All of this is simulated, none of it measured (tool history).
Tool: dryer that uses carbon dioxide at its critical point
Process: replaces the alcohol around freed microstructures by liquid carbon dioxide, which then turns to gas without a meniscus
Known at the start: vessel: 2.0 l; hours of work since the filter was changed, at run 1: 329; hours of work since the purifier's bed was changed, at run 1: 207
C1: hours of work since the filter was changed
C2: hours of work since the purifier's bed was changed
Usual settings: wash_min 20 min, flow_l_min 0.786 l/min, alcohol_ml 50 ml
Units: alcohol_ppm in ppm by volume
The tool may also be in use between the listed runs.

Run 1, hour 0.0: usual settings; C1 329; C2 207. Result: alcohol_ppm 66 ppm by volume.
Run 2, hour 14.7: usual settings; C1 335; C2 214. Result: alcohol_ppm 67 ppm by volume.
Run 3, hour 35.4: usual settings; C1 344; C2 223. Result: alcohol_ppm 69 ppm by volume.
Run 4, hour 57.0: usual settings; C1 354; C2 232. Result: alcohol_ppm 65 ppm by volume.
Run 5, hour 73.8: usual settings but wash_min 14 min; C1 361; C2 239. Result: alcohol_ppm 251 ppm by volume.
Run 6, hour 93.4: usual settings but wash_min 14 min; C1 370; C2 248. Result: alcohol_ppm 267 ppm by volume.
Run 7, hour 105.9: usual settings but wash_min 14 min; C1 375; C2 253. Result: alcohol_ppm 254 ppm by volume.
Run 8, hour 124.9: usual settings; C1 383; C2 261. Result: alcohol_ppm 79 ppm by volume.
Run 9, hour 146.7: usual settings; C1 393; C2 271. Result: alcohol_ppm 80 ppm by volume.
Run 10, hour 157.2: usual settings; C1 397; C2 276. Result: alcohol_ppm 78 ppm by volume.
Run 11, hour 179.6: usual settings; C1 407; C2 285. Result: alcohol_ppm 74 ppm by volume.
Run 12, hour 199.6: usual settings; C1 416; C2 294. Result: alcohol_ppm 78 ppm by volume.
Run 13, hour 215.6: usual settings; C1 423; C2 301. Result: alcohol_ppm 79 ppm by volume.
At hour 230.3: inlet filter changed.
Run 14, hour 230.7: usual settings; C1 0; C2 307. Result: alcohol_ppm 71 ppm by volume.
Run 15, hour 242.2: usual settings but flow_l_min 0.732 l/min; C1 5; C2 312. Result: alcohol_ppm 86 ppm by volume.
Run 16, hour 258.3: usual settings but flow_l_min 0.732 l/min; C1 12; C2 319. Result: alcohol_ppm 83 ppm by volume.
Run 17, hour 272.6: usual settings but flow_l_min 0.732 l/min; C1 18; C2 325. Result: alcohol_ppm 81 ppm by volume.
Run 18, hour 293.9: usual settings but flow_l_min 0.732 l/min; C1 28; C2 335. Result: alcohol_ppm 87 ppm by volume.
Run 19, hour 307.0: usual settings but flow_l_min 0.851 l/min; C1 33; C2 340. Result: alcohol_ppm 61 ppm by volume.
Run 20, hour 322.7: usual settings but flow_l_min 1.045 l/min; C1 40; C2 347. Result: alcohol_ppm 70 ppm by volume.
Run 21, hour 343.4: usual settings but flow_l_min 1.045 l/min; C1 49; C2 356. Result: alcohol_ppm 60 ppm by volume.
Run 22, hour 364.7: usual settings but flow_l_min 1.045 l/min; C1 58; C2 365. Result: alcohol_ppm 62 ppm by volume.
Run 23, hour 375.0: usual settings; C1 63; C2 370. Result: alcohol_ppm 70 ppm by volume.
Run 24, hour 387.1: usual settings but flow_l_min 0.557 l/min, alcohol_ml 21 ml; C1 68; C2 375. Result: alcohol_ppm 131 ppm by volume.
Run 25, hour 399.2: usual settings but wash_min 31 min, flow_l_min 0.654 l/min, alcohol_ml 71 ml; C1 73; C2 380. Result: alcohol_ppm 71 ppm by volume.
Run 26, hour 417.1: usual settings but wash_min 28 min, alcohol_ml 53 ml; C1 81; C2 388. Result: alcohol_ppm 68 ppm by volume.
Run 27, hour 433.3: usual settings but flow_l_min 0.609 l/min, alcohol_ml 30 ml; C1 88; C2 395. Result: alcohol_ppm 122 ppm by volume.
Run 28, hour 452.2: usual settings but flow_l_min 0.886 l/min, alcohol_ml 93 ml; C1 97; C2 403. Result: alcohol_ppm 82 ppm by volume.
Run 29, hour 472.9: usual settings but wash_min 19 min, alcohol_ml 22 ml; C1 106; C2 412. Result: alcohol_ppm 90 ppm by volume.
Run 30, hour 494.6: usual settings but wash_min 17 min, flow_l_min 0.825 l/min, alcohol_ml 22 ml; C1 115; C2 422. Result: alcohol_ppm 99 ppm by volume.
Run 31, hour 509.3: usual settings but wash_min 17 min, flow_l_min 0.825 l/min, alcohol_ml 22 ml; C1 121; C2 428. Result: alcohol_ppm 86 ppm by volume.
Run 32, hour 531.0: usual settings but wash_min 14 min, flow_l_min 0.924 l/min, alcohol_ml 75 ml; C1 131; C2 438. Result: alcohol_ppm 175 ppm by volume.
Run 33, hour 543.2: usual settings but wash_min 14 min, flow_l_min 0.924 l/min, alcohol_ml 75 ml; C1 136; C2 443. Result: alcohol_ppm 180 ppm by volume.
Run 34, hour 563.1: usual settings but wash_min 25 min, flow_l_min 0.669 l/min, alcohol_ml 75 ml; C1 145; C2 452. Result: alcohol_ppm 97 ppm by volume.
Run 35, hour 579.4: usual settings but wash_min 24 min, flow_l_min 0.680 l/min, alcohol_ml 51 ml; C1 152; C2 459. Result: alcohol_ppm 100 ppm by volume.
Run 36, hour 591.0: usual settings but wash_min 17 min; C1 157; C2 464. Result: alcohol_ppm 137 ppm by volume.
Run 37, hour 611.3: usual settings but wash_min 21 min, alcohol_ml 40 ml; C1 166; C2 473. Result: alcohol_ppm 90 ppm by volume.
Run 38, hour 633.2: usual settings but wash_min 18 min, alcohol_ml 74 ml; C1 175; C2 482. Result: alcohol_ppm 135 ppm by volume.
Run 39, hour 644.0: usual settings but wash_min 18 min, flow_l_min 1.312 l/min, alcohol_ml 32 ml; C1 180; C2 487. Result: alcohol_ppm 73 ppm by volume.
Run 40, hour 654.5: usual settings but wash_min 18 min, flow_l_min 1.312 l/min, alcohol_ml 32 ml; C1 185; C2 491. Result: alcohol_ppm 81 ppm by volume.
Run 41, hour 666.8: usual settings but wash_min 18 min, flow_l_min 1.312 l/min, alcohol_ml 32 ml; C1 190; C2 497. Result: alcohol_ppm 82 ppm by volume.
Run 42, hour 684.9: usual settings but wash_min 29 min, flow_l_min 1.077 l/min, alcohol_ml 63 ml; C1 198; C2 505. Result: alcohol_ppm 90 ppm by volume.
Run 43, hour 701.2: usual settings but wash_min 29 min, flow_l_min 1.322 l/min, alcohol_ml 103 ml; C1 205; C2 512. Result: alcohol_ppm 85 ppm by volume.
Run 44, hour 719.9: usual settings but wash_min 19 min, alcohol_ml 35 ml; C1 213; C2 520. Result: alcohol_ppm 125 ppm by volume.
Run 45, hour 737.3: usual settings but wash_min 13 min, flow_l_min 0.790 l/min, alcohol_ml 23 ml; C1 221; C2 527. Result: alcohol_ppm 211 ppm by volume.
Run 46, hour 759.8: usual settings but wash_min 17 min, flow_l_min 1.051 l/min, alcohol_ml 30 ml; C1 230; C2 537. Result: alcohol_ppm 98 ppm by volume.

Hidden state or all else? Some run-to-run changes of alcohol_ppm, split into what the settings, what came in and random variation would give without the hidden state, and what is left for the hidden state (with any gauge scatter that isn't in both results):
The hidden state here: flow that reaches the vessel past the clogged filter, %; alcohol in the recycled carbon dioxide, ppm; drift of the gauge itself on alcohol_ppm, %.
Run 4 -> 5: wash_min 20 -> 14. alcohol_ppm +186 ppm by volume: hidden state +64, all else +122.
Run 7 -> 8: wash_min 14 -> 20. alcohol_ppm -175 ppm by volume: hidden state -61, all else -114.
Run 45 -> 46: wash_min 13 -> 17, flow_l_min 0.790 -> 1.051, alcohol_ml 23 -> 30. alcohol_ppm -113 ppm by volume: hidden state -28, all else -85.
